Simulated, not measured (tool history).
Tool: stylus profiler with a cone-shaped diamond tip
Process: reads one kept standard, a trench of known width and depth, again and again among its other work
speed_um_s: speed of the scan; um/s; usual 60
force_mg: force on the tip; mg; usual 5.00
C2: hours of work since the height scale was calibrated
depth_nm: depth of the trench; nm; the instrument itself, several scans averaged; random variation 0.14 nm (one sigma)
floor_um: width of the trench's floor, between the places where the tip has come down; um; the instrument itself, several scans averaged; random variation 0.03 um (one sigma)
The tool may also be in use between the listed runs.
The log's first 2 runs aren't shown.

At hour 111.0: height scale calibrated on a step standard.
Run 3, hour 129.0: usual settings but force_mg 3.32 mg; scans with this tip 11904; C2 11. Result: depth_nm 507.00 nm, floor_um 91.52 um.
Run 4, hour 192.4: usual settings but force_mg 3.32 mg; scans with this tip 12151; C2 49. Result: depth_nm 507.15 nm, floor_um 91.53 um.
At hour 239.4: new tip fitted, height scale calibrated.
Run 5, hour 275.6: usual settings but force_mg 9.52 mg; scans with this tip 141; C2 22. Result: depth_nm 519.26 nm, floor_um 95.32 um.
Run 6, hour 312.5: usual settings but force_mg 9.52 mg; scans with this tip 285; C2 44. Result: depth_nm 519.00 nm, floor_um 95.29 um.
Run 7, hour 354.1: usual settings but force_mg 9.52 mg; scans with this tip 447; C2 70. Result: depth_nm 519.08 nm, floor_um 95.21 um.
Run 8, hour 414.6: usual settings but force_mg 5.64 mg; scans with this tip 683; C2 106. Result: depth_nm 513.28 nm, floor_um 95.06 um.
Run 9, hour 463.2: usual settings but force_mg 5.64 mg; scans with this tip 872; C2 136. Result: depth_nm 512.89 nm, floor_um 95.01 um.
At hour 541.4: height scale calibrated on a step standard, once more.
Run 10, hour 546.4: usual settings; scans with this tip 1195; C2 3. Result: depth_nm 512.71 nm, floor_um 94.83 um.
Run 11, hour 605.0: usual settings; scans with this tip 1423; C2 39. Result: depth_nm 512.94 nm, floor_um 94.76 um.
Run 12, hour 665.0: usual settings; scans with this tip 1657; C2 75. Result: depth_nm 512.97 nm, floor_um 94.66 um.
Run 13, hour 746.4: usual settings; scans with this tip 1974; C2 124. Result: depth_nm 512.59 nm, floor_um 94.54 um.
Run 14, hour 811.1: usual settings but speed_um_s 56 um/s; scans with this tip 2227; C2 164. Result: depth_nm 512.57 nm, floor_um 94.48 um.
Run 15, hour 871.4: usual settings but speed_um_s 56 um/s; scans with this tip 2462; C2 200. Result: depth_nm 512.17 nm, floor_um 94.34 um.
Run 16, hour 950.7: usual settings but speed_um_s 56 um/s; scans with this tip 2771; C2 248. Result: depth_nm 511.94 nm, floor_um 94.23 um.
Run 17, hour 999.2: usual settings but speed_um_s 56 um/s; scans with this tip 2960; C2 278. Result: depth_nm 512.41 nm, floor_um 94.19 um.
Run 18, hour 1067.1: usual settings but speed_um_s 231 um/s, force_mg 10.05 mg; scans with this tip 3224; C2 319. Result: depth_nm 519.66 nm, floor_um 93.76 um.
Run 19, hour 1130.1: usual settings but speed_um_s 73 um/s, force_mg 6.50 mg; scans with this tip 3470; C2 357. Result: depth_nm 514.47 nm, floor_um 93.95 um.
Run 20, hour 1175.1: usual settings but speed_um_s 144 um/s, force_mg 7.84 mg; scans with this tip 3645; C2 384. Result: depth_nm 516.47 nm, floor_um 93.76 um.
Run 21, hour 1244.7: usual settings but speed_um_s 44 um/s, force_mg 2.49 mg; scans with this tip 3917; C2 427. Result: depth_nm 507.31 nm, floor_um 93.84 um.
Run 22, hour 1287.6: usual settings but speed_um_s 61 um/s, force_mg 2.49 mg; scans with this tip 4084; C2 453. Result: depth_nm 507.21 nm, floor_um 93.69 um.
Run 23, hour 1327.8: usual settings but speed_um_s 18 um/s, force_mg 5.45 mg; scans with this tip 4241; C2 477. Result: depth_nm 512.48 nm, floor_um 93.90 um.

Forecast run 24:
Run 24, hour 1400.0: usual settings but speed_um_s 20 um/s, force_mg 10.33 mg; scans with this tip 4522; C2 521. Result: depth_nm ?, floor_um ?.

{"run 24": {"depth_nm": 519.55, "floor_um": 93.86}}
Without the tool's hidden state the same run would have given depth_nm 520.45 nm, floor_um 95.67 um.
